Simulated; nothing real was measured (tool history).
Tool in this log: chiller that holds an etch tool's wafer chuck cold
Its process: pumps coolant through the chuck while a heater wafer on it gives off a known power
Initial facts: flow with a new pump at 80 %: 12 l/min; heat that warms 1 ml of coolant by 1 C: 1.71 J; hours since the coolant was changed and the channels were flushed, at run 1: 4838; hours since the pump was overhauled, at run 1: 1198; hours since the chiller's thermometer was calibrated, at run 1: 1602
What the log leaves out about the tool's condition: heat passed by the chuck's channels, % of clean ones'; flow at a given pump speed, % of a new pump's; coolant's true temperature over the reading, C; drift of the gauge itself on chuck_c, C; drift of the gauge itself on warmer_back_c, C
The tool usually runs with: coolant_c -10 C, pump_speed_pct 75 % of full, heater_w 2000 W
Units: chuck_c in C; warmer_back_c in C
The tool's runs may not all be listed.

| run | hour | coolant_c | pump_speed_pct | heater_w | hours since the coolant was changed and the channels were flushed | hours since the pump was overhauled | hours since the chiller's thermometer was calibrated | chuck_c | warmer_back_c |
|---|---|---|---|---|---|---|---|---|---|
| 1 | 0 | -10 | 75 | 2000 | 4838 | 1198 | 1602 | 7.6 | 6.29 |
| 2 | 61.4 | -10 | 75 | 2000 | 4899 | 1259 | 1663 | 7.8 | 6.39 |
| 3 | 127.4 | -10 | 75 | 2000 | 4965 | 1325 | 1729 | 7.7 | 6.31 |
| 4 | 256.8 | -10 | 75 | 2000 | 5095 | 1455 | 1859 | 7.6 | 6.31 |
| 5 | 330.9 | -10 | 75 | 2000 | 5169 | 1529 | 1933 | 7.5 | 6.33 |
| 6 | 426.4 | -10 | 61 | 2000 | 5264 | 1624 | 2028 | 10.8 | 7.79 |
| 7 | 543.2 | -10 | 85 | 2000 | 5381 | 1741 | 2145 | 6.3 | 5.57 |
| 8 | 663.7 | -10 | 75 | 2000 | 5502 | 1861 | 2265 | 7.8 | 6.26 |
| 9 | 794 | -10 | 75 | 2000 | 5632 | 1992 | 2396 | 8 | 6.28 |
| 10 | 910.7 | -10 | 75 | 2000 | 5748 | 2108 | 2512 | 8 | 6.37 |
| 11 | 993.7 | -10 | 94 | 2000 | 5832 | 2191 | 2595 | 5.2 | 5.03 |
|  | 1034.5 | chiller's thermometer calibrated |
| 12 | 1068.1 | -10 | 94 | 2000 | 5905 | 2265 | 34 | 5.3 | 5.07 |
| 13 | 1180.2 | -10 | 75 | 1243 | 6017 | 2377 | 146 | 1.2 | 3.99 |
| 14 | 1293.7 | -10 | 75 | 2906 | 6131 | 2490 | 259 | 16.5 | 9.2 |
| 15 | 1381.8 | -2 | 99 | 1486 | 6219 | 2579 | 347 | 9 | 3.63 |
| 16 | 1482.3 | -2 | 99 | 1486 | 6319 | 2679 | 448 | 8.9 | 3.56 |
| 17 | 1590.4 | -18 | 66 | 1537 | 6427 | 2787 | 556 | -2.4 | 5.46 |

What will run 18 give?
| 18 | 1664.4 | -18 | 66 | 1537 | 6501 | 2861 | 630 | ? | ? |

chuck_c: -2.4 C
warmer_back_c: 5.51 C
The same run, on a tool lacking any hidden state, would have yielded chuck_c -4.3 C, warmer_back_c 5.4 C.
